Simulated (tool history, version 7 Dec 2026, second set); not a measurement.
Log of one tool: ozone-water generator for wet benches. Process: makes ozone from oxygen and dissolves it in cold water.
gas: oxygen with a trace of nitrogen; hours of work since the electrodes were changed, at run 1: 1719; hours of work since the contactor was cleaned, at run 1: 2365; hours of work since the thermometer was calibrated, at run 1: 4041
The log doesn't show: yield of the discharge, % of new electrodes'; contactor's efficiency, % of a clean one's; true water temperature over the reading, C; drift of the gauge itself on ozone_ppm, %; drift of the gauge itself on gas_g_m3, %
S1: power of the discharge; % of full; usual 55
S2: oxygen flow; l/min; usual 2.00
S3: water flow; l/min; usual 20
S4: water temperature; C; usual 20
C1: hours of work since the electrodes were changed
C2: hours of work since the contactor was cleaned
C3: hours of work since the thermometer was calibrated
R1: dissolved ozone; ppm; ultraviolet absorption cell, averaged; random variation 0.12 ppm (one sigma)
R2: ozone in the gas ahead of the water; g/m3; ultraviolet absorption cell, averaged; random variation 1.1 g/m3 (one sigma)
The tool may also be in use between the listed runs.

Run 1, day 0.000: usual settings; C1 1719; C2 2365; C3 4041. Result: R1 9.5 ppm, R2 203.1 g/m3.
Run 2, day 1.050: usual settings; C1 1741; C2 2388; C3 4064. Result: R1 9.6 ppm, R2 200.7 g/m3.
Run 3, day 3.254: usual settings; C1 1789; C2 2436; C3 4112. Result: R1 9.4 ppm, R2 200.5 g/m3.
Run 4, day 4.671: usual settings; C1 1820; C2 2467; C3 4143. Result: R1 9.3 ppm, R2 200.8 g/m3.
Run 5, day 6.421: usual settings; C1 1858; C2 2505; C3 4181. Result: R1 9.4 ppm, R2 200.6 g/m3.
Run 6, day 8.658: usual settings; C1 1907; C2 2554; C3 4230. Result: R1 9.5 ppm, R2 200.7 g/m3.
Run 7, day 10.475: usual settings; C1 1946; C2 2593; C3 4269. Result: R1 9.6 ppm, R2 199.3 g/m3.
Run 8, day 11.521: usual settings; C1 1969; C2 2616; C3 4292. Result: R1 9.6 ppm, R2 202.0 g/m3.
Run 9, day 13.096: usual settings but S3 21 l/min; C1 2003; C2 2650; C3 4326. Result: R1 9.1 ppm, R2 198.9 g/m3.
Run 10, day 14.858: usual settings; C1 2042; C2 2688; C3 4364. Result: R1 9.4 ppm, R2 198.5 g/m3.
Run 11, day 16.475: usual settings; C1 2077; C2 2723; C3 4400. Result: R1 9.5 ppm, R2 199.4 g/m3.
Run 12, day 17.829: usual settings; C1 2106; C2 2753; C3 4429. Result: R1 9.5 ppm, R2 198.3 g/m3.
Run 13, day 19.850: usual settings; C1 2150; C2 2797; C3 4473. Result: R1 9.5 ppm, R2 199.2 g/m3.
Run 14, day 21.246: usual settings but S2 1.05 l/min, S3 26 l/min; C1 2180; C2 2827; C3 4503. Result: R1 5.6 ppm, R2 272.7 g/m3.
Run 15, day 22.875: usual settings but S3 21 l/min, S4 13 C; C1 2216; C2 2863; C3 4539. Result: R1 9.4 ppm, R2 200.3 g/m3.
Run 16, day 24.108: usual settings but S4 26 C; C1 2243; C2 2889; C3 4565. Result: R1 8.8 ppm, R2 197.9 g/m3.
Run 17, day 25.058: usual settings but S2 3.32 l/min, S4 26 C; C1 2263; C2 2910; C3 4586. Result: R1 9.7 ppm, R2 154.8 g/m3.
Run 18, day 26.625: usual settings but S1 94 % of full, S3 17 l/min; C1 2297; C2 2944; C3 4620. Result: R1 16.0 ppm, R2 275.6 g/m3.
Run 19, day 27.796: usual settings but S1 85 % of full, S3 16 l/min; C1 2323; C2 2970; C3 4646. Result: R1 16.0 ppm, R2 260.3 g/m3.
Run 20, day 29.392: usual settings but S1 85 % of full, S3 16 l/min; C1 2357; C2 3004; C3 4680. Result: R1 16.3 ppm, R2 259.3 g/m3.
Run 21, day 30.904: usual settings but S1 85 % of full, S3 16 l/min, S4 16 C; C1 2390; C2 3037; C3 4713. Result: R1 16.5 ppm, R2 260.9 g/m3.
Run 22, day 32.375: usual settings but S1 85 % of full, S2 1.52 l/min, S3 26 l/min, S4 16 C; C1 2422; C2 3069; C3 4745. Result: R1 8.5 ppm, R2 297.2 g/m3.
Run 23, day 33.392: usual settings but S1 85 % of full, S2 1.52 l/min, S3 26 l/min, S4 16 C; C1 2444; C2 3091; C3 4767. Result: R1 8.4 ppm, R2 295.4 g/m3.
Run 24, day 35.125: usual settings but S1 85 % of full, S2 2.13 l/min, S3 26 l/min, S4 26 C; C1 2482; C2 3129; C3 4805. Result: R1 8.9 ppm, R2 251.7 g/m3.
Run 25, day 37.412: usual settings but S1 85 % of full, S2 2.13 l/min, S3 26 l/min, S4 26 C; C1 2532; C2 3179; C3 4855. Result: R1 8.7 ppm, R2 251.4 g/m3.

3 ways to go on from here, each from the tool as it stands after run 25. What would each give?
Run A, day 39.146: usual settings but S2 1.01 l/min, S3 26 l/min, S4 16 C; C1 2569; C2 3216; C3 4892. Result: R1 ?, R2 ?.
Run B, day 39.146: usual settings but S1 85 % of full, S2 3.58 l/min, S3 21 l/min, S4 26 C; C1 2569; C2 3216; C3 4892. Result: R1 ?, R2 ?.
Run C, day 39.146: usual settings but S2 2.55 l/min, S3 16 l/min; C1 2569; C2 3216; C3 4892. Result: R1 ?, R2 ?.

run    R1     R2
  A   5.4  277.7
  B  12.3  192.2
  C  12.9  174.0
Without the tool's hidden state the same runs would have given:
run    R1     R2
  A   5.4  285.2
  B  12.3  197.5
  C  12.9  178.7
